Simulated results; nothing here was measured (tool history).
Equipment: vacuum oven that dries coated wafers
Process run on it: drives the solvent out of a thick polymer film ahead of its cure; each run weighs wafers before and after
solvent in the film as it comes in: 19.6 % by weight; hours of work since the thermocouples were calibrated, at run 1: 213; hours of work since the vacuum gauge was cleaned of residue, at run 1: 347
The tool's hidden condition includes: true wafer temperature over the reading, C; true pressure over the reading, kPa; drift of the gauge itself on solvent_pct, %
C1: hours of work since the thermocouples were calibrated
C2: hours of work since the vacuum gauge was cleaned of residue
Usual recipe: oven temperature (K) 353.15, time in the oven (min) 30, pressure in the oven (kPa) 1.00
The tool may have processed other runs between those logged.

run 1 hour=0.0 | oven_temperature_(K)=353.15 time_in_the_oven_(min)=30 pressure_in_the_oven_(kPa)=1.00 | C1=213 C2=347 | solvent_left_in_the_film_(%)=1.90
run 2 hour=95.7 | oven_temperature_(K)=353.15 time_in_the_oven_(min)=30 pressure_in_the_oven_(kPa)=1.00 | C1=278 C2=412 | solvent_left_in_the_film_(%)=1.92
run 3 hour=194.9 | oven_temperature_(K)=353.15 time_in_the_oven_(min)=20 pressure_in_the_oven_(kPa)=1.00 | C1=345 C2=480 | solvent_left_in_the_film_(%)=3.51
run 4 hour=281.7 | oven_temperature_(K)=353.15 time_in_the_oven_(min)=20 pressure_in_the_oven_(kPa)=1.00 | C1=404 C2=538 | solvent_left_in_the_film_(%)=3.52
run 5 hour=391.6 | oven_temperature_(K)=353.15 time_in_the_oven_(min)=20 pressure_in_the_oven_(kPa)=1.00 | C1=479 C2=613 | solvent_left_in_the_film_(%)=3.55
run 6 hour=443.2 | oven_temperature_(K)=353.15 time_in_the_oven_(min)=30 pressure_in_the_oven_(kPa)=3.62 | C1=514 C2=648 | solvent_left_in_the_film_(%)=4.06
run 7 hour=513.3 | oven_temperature_(K)=353.15 time_in_the_oven_(min)=30 pressure_in_the_oven_(kPa)=3.62 | C1=561 C2=696 | solvent_left_in_the_film_(%)=3.93
run 8 hour=603.1 | oven_temperature_(K)=353.15 time_in_the_oven_(min)=30 pressure_in_the_oven_(kPa)=3.62 | C1=622 C2=757 | solvent_left_in_the_film_(%)=4.07
run 9 hour=660.8 | oven_temperature_(K)=353.15 time_in_the_oven_(min)=30 pressure_in_the_oven_(kPa)=3.62 | C1=661 C2=796 | solvent_left_in_the_film_(%)=4.07
run 10 hour=776.3 | oven_temperature_(K)=353.15 time_in_the_oven_(min)=30 pressure_in_the_oven_(kPa)=3.62 | C1=740 C2=874 | solvent_left_in_the_film_(%)=4.08
run 11 hour=862.8 | oven_temperature_(K)=353.15 time_in_the_oven_(min)=30 pressure_in_the_oven_(kPa)=1.00 | C1=798 C2=933 | solvent_left_in_the_film_(%)=2.05
run 12 hour=945.8 | oven_temperature_(K)=353.15 time_in_the_oven_(min)=30 pressure_in_the_oven_(kPa)=1.00 | C1=855 C2=989 | solvent_left_in_the_film_(%)=2.14
run 13 hour=1035.2 | oven_temperature_(K)=353.15 time_in_the_oven_(min)=30 pressure_in_the_oven_(kPa)=1.00 | C1=915 C2=1050 | solvent_left_in_the_film_(%)=2.19
run 14 hour=1087.9 | oven_temperature_(K)=353.15 time_in_the_oven_(min)=30 pressure_in_the_oven_(kPa)=1.00 | C1=951 C2=1086 | solvent_left_in_the_film_(%)=2.15
run 15 hour=1196.7 | oven_temperature_(K)=353.15 time_in_the_oven_(min)=30 pressure_in_the_oven_(kPa)=1.00 | C1=1025 C2=1159 | solvent_left_in_the_film_(%)=2.18
run 16 hour=1264.0 | oven_temperature_(K)=353.15 time_in_the_oven_(min)=30 pressure_in_the_oven_(kPa)=1.00 | C1=1070 C2=1205 | solvent_left_in_the_film_(%)=2.15
run 17 hour=1340.8 | oven_temperature_(K)=353.15 time_in_the_oven_(min)=30 pressure_in_the_oven_(kPa)=1.00 | C1=1123 C2=1257 | solvent_left_in_the_film_(%)=2.17
run 18 hour=1458.3 | oven_temperature_(K)=353.15 time_in_the_oven_(min)=28 pressure_in_the_oven_(kPa)=1.00 | C1=1202 C2=1337 | solvent_left_in_the_film_(%)=2.42
run 19 hour=1555.7 | oven_temperature_(K)=353.15 time_in_the_oven_(min)=28 pressure_in_the_oven_(kPa)=1.00 | C1=1268 C2=1403 | solvent_left_in_the_film_(%)=2.48
run 20 hour=1641.6 | oven_temperature_(K)=358.15 time_in_the_oven_(min)=30 pressure_in_the_oven_(kPa)=1.00 | C1=1327 C2=1461 | solvent_left_in_the_film_(%)=1.38
run 21 hour=1748.7 | oven_temperature_(K)=353.15 time_in_the_oven_(min)=28 pressure_in_the_oven_(kPa)=1.00 | C1=1399 C2=1534 | solvent_left_in_the_film_(%)=2.49
run 22 hour=1805.6 | oven_temperature_(K)=353.15 time_in_the_oven_(min)=30 pressure_in_the_oven_(kPa)=2.44 | C1=1438 C2=1573 | solvent_left_in_the_film_(%)=3.46
-- hour=1873.9 oven's thermocouples calibrated
run 23 hour=1898.3 | oven_temperature_(K)=351.15 time_in_the_oven_(min)=51 pressure_in_the_oven_(kPa)=1.00 | C1=17 C2=1634 | solvent_left_in_the_film_(%)=1.25
run 24 hour=2009.5 | oven_temperature_(K)=360.15 time_in_the_oven_(min)=42 pressure_in_the_oven_(kPa)=1.00 | C1=92 C2=1710 | solvent_left_in_the_film_(%)=0.77
run 25 hour=2093.4 | oven_temperature_(K)=353.15 time_in_the_oven_(min)=43 pressure_in_the_oven_(kPa)=2.07 | C1=149 C2=1767 | solvent_left_in_the_film_(%)=2.07
run 26 hour=2214.4 | oven_temperature_(K)=353.15 time_in_the_oven_(min)=43 pressure_in_the_oven_(kPa)=2.07 | C1=231 C2=1849 | solvent_left_in_the_film_(%)=2.05
run 27 hour=2318.2 | oven_temperature_(K)=353.15 time_in_the_oven_(min)=43 pressure_in_the_oven_(kPa)=2.07 | C1=301 C2=1919 | solvent_left_in_the_film_(%)=2.12
run 28 hour=2416.2 | oven_temperature_(K)=353.15 time_in_the_oven_(min)=24 pressure_in_the_oven_(kPa)=2.02 | C1=368 C2=1986 | solvent_left_in_the_film_(%)=3.37
run 29 hour=2534.5 | oven_temperature_(K)=353.15 time_in_the_oven_(min)=24 pressure_in_the_oven_(kPa)=2.02 | C1=448 C2=2066 | solvent_left_in_the_film_(%)=3.45
run 30 hour=2640.0 | oven_temperature_(K)=353.15 time_in_the_oven_(min)=24 pressure_in_the_oven_(kPa)=2.02 | C1=520 C2=2137 | solvent_left_in_the_film_(%)=3.41
-- hour=2703.4 vacuum gauge cleaned of residue and calibrated
run 31 hour=2713.2 | oven_temperature_(K)=344.15 time_in_the_oven_(min)=30 pressure_in_the_oven_(kPa)=1.00 | C1=569 C2=7 | solvent_left_in_the_film_(%)=4.27
run 32 hour=2821.3 | oven_temperature_(K)=344.15 time_in_the_oven_(min)=52 pressure_in_the_oven_(kPa)=0.52 | C1=642 C2=80 | solvent_left_in_the_film_(%)=1.63
run 33 hour=2912.4 | oven_temperature_(K)=340.15 time_in_the_oven_(min)=20 pressure_in_the_oven_(kPa)=1.08 | C1=704 C2=142 | solvent_left_in_the_film_(%)=8.14
run 34 hour=3036.9 | oven_temperature_(K)=340.15 time_in_the_oven_(min)=20 pressure_in_the_oven_(kPa)=1.08 | C1=788 C2=226 | solvent_left_in_the_film_(%)=8.13
run 35 hour=3134.0 | oven_temperature_(K)=340.15 time_in_the_oven_(min)=20 pressure_in_the_oven_(kPa)=1.08 | C1=854 C2=292 | solvent_left_in_the_film_(%)=8.10
run 36 hour=3234.7 | oven_temperature_(K)=340.15 time_in_the_oven_(min)=20 pressure_in_the_oven_(kPa)=1.08 | C1=922 C2=360 | solvent_left_in_the_film_(%)=8.20
run 37 hour=3360.0 | oven_temperature_(K)=340.15 time_in_the_oven_(min)=20 pressure_in_the_oven_(kPa)=1.08 | C1=1007 C2=446 | solvent_left_in_the_film_(%)=8.20
run 38 hour=3430.7 | oven_temperature_(K)=340.15 time_in_the_oven_(min)=20 pressure_in_the_oven_(kPa)=1.08 | C1=1055 C2=494 | solvent_left_in_the_film_(%)=8.31
run 39 hour=3512.2 | oven_temperature_(K)=340.15 time_in_the_oven_(min)=20 pressure_in_the_oven_(kPa)=1.08 | C1=1111 C2=549 | solvent_left_in_the_film_(%)=8.20
run 40 hour=3636.1 | oven_temperature_(K)=341.15 time_in_the_oven_(min)=49 pressure_in_the_oven_(kPa)=2.13 | C1=1195 C2=633 | solvent_left_in_the_film_(%)=4.74
run 41 hour=3740.1 | oven_temperature_(K)=341.15 time_in_the_oven_(min)=49 pressure_in_the_oven_(kPa)=2.13 | C1=1265 C2=703 | solvent_left_in_the_film_(%)=4.72
run 42 hour=3851.3 | oven_temperature_(K)=341.15 time_in_the_oven_(min)=49 pressure_in_the_oven_(kPa)=2.13 | C1=1341 C2=779 | solvent_left_in_the_film_(%)=4.83
run 43 hour=3977.2 | oven_temperature_(K)=358.15 time_in_the_oven_(min)=24 pressure_in_the_oven_(kPa)=0.82 | C1=1426 C2=864 | solvent_left_in_the_film_(%)=1.53

Across each entry between runs, compare the hidden state at the last listed run before it with the hidden state at the first listed run after it:
Run 22 -> run 23: oven's thermocouples calibrated (hour 1873.9)
  true wafer temperature over the reading, C: -2.08 -> 0.11; true pressure over the reading, kPa: 0.213 -> 0.221
  measured value less the no-hidden-state value, solvent left in the film (%): +0.66 -> +0.17
Run 30 -> run 31: vacuum gauge cleaned of residue and calibrated (hour 2703.4)
  true wafer temperature over the reading, C: -0.37 -> -0.42; true pressure over the reading, kPa: 0.288 -> -0.007
  measured value less the no-hidden-state value, solvent left in the film (%): +0.30 -> +0.14
